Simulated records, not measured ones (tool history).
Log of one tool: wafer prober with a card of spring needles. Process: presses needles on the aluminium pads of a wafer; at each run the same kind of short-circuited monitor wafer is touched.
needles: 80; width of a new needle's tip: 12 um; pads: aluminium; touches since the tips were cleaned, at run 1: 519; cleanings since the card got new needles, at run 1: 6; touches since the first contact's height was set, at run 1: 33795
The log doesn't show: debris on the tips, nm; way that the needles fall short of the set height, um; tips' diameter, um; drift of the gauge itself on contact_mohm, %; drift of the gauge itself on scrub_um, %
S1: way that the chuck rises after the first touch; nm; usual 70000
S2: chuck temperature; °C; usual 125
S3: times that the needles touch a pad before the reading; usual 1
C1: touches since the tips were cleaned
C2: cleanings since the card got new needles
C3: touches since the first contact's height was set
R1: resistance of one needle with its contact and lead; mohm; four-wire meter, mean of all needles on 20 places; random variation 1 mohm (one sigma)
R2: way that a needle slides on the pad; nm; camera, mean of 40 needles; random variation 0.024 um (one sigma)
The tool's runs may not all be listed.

Run 1, day 0: usual settings; C1 519; C2 6; C3 33795. Result: R1 215 mohm, R2 16030 nm.
Run 2, day 0.292: usual settings; C1 2552; C2 6; C3 35828. Result: R1 217 mohm, R2 16120 nm.
Run 3, day 0.558: usual settings; C1 4406; C2 6; C3 37682. Result: R1 215 mohm, R2 16110 nm.
At day 0.65: tips cleaned on abrasive film.
Run 4, day 0.771: usual settings; C1 835; C2 7; C3 39149. Result: R1 215 mohm, R2 16070 nm.
Run 5, day 1.208: usual settings; C1 3876; C2 7; C3 42190. Result: R1 214 mohm, R2 16060 nm.
At day 1.358: tips cleaned on abrasive film.
Run 6, day 1.475: usual settings; C1 808; C2 8; C3 44028. Result: R1 212 mohm, R2 16080 nm.
Run 7, day 1.846: usual settings; C1 3401; C2 8; C3 46621. Result: R1 214 mohm, R2 16070 nm.
At day 2.071: tips cleaned on abrasive film.
Run 8, day 2.071: usual settings; C1 0; C2 9; C3 48168. Result: R1 215 mohm, R2 16090 nm.
Run 9, day 2.362: usual settings; C1 2037; C2 9; C3 50205. Result: R1 215 mohm, R2 16110 nm.
Run 10, day 2.55: usual settings but S3 3; C1 3345; C2 9; C3 51513. Result: R1 215 mohm, R2 16070 nm.
At day 2.8: tips cleaned on abrasive film.
Run 11, day 2.825: usual settings; C1 172; C2 10; C3 53412. Result: R1 214 mohm, R2 16100 nm.
Run 12, day 3.133: usual settings; C1 2315; C2 10; C3 55555. Result: R1 214 mohm, R2 16050 nm.
Run 13, day 3.408: usual settings; C1 4233; C2 10; C3 57473. Result: R1 215 mohm, R2 16100 nm.
At day 3.525: tips cleaned on abrasive film.
Run 14, day 3.712: usual settings; C1 1334; C2 11; C3 59586. Result: R1 215 mohm, R2 16080 nm.
Run 15, day 4.117: usual settings; C1 4156; C2 11; C3 62408. Result: R1 215 mohm, R2 16110 nm.
At day 4.246: tips cleaned on abrasive film.
Run 16, day 4.417: usual settings; C1 1176; C2 12; C3 64455. Result: R1 213 mohm, R2 16080 nm.
Run 17, day 4.729: usual settings but S1 83000 nm, S3 3; C1 3362; C2 12; C3 66641. Result: R1 214 mohm, R2 19070 nm.
At day 4.958: tips cleaned on abrasive film.
Run 18, day 4.958: usual settings but S1 83000 nm, S3 3; C1 0; C2 13; C3 68210. Result: R1 212 mohm, R2 19070 nm.
Run 19, day 5.254: usual settings but S1 54000 nm, S2 88 °C; C1 2062; C2 13; C3 70272. Result: R1 211 mohm, R2 12420 nm.
Run 20, day 5.562: usual settings but S1 90000 nm, S2 71 °C; C1 4224; C2 13; C3 72434. Result: R1 203 mohm, R2 20640 nm.
At day 5.671: tips cleaned on abrasive film.
Run 21, day 5.838: usual settings but S1 55000 nm, S2 34 °C, S3 3; C1 1159; C2 14; C3 74323. Result: R1 198 mohm, R2 12650 nm.
Run 22, day 6.104: usual settings but S1 51000 nm, S2 34 °C, S3 2; C1 3012; C2 14; C3 76176. Result: R1 198 mohm, R2 11710 nm.
At day 6.404: tips cleaned on abrasive film.
Run 23, day 6.442: usual settings but S1 67000 nm, S2 46 °C, S3 2; C1 283; C2 15; C3 78528. Result: R1 199 mohm, R2 15380 nm.
At day 6.875: height of the first contact set anew.
Run 24, day 6.875: usual settings but S1 67000 nm, S2 46 °C, S3 2; C1 3224; C2 15; C3 0. Result: R1 198 mohm, R2 15390 nm.
At day 7.125: tips cleaned on abrasive film.
Run 25, day 7.125: usual settings but S1 61000 nm, S2 92 °C, S3 2; C1 0; C2 16; C3 1694. Result: R1 208 mohm, R2 13990 nm.

Forecast run 26:
Run 26, day 7.396: usual settings but S1 61000 nm, S2 92 °C, S3 2; C1 1904; C2 16; C3 3598. Result: R1 ?, R2 ?.

Run 26 gave R1 209 mohm, R2 13980 nm.
Without the tool's hidden state the same run would have given R1 209 mohm, R2 13990 nm.
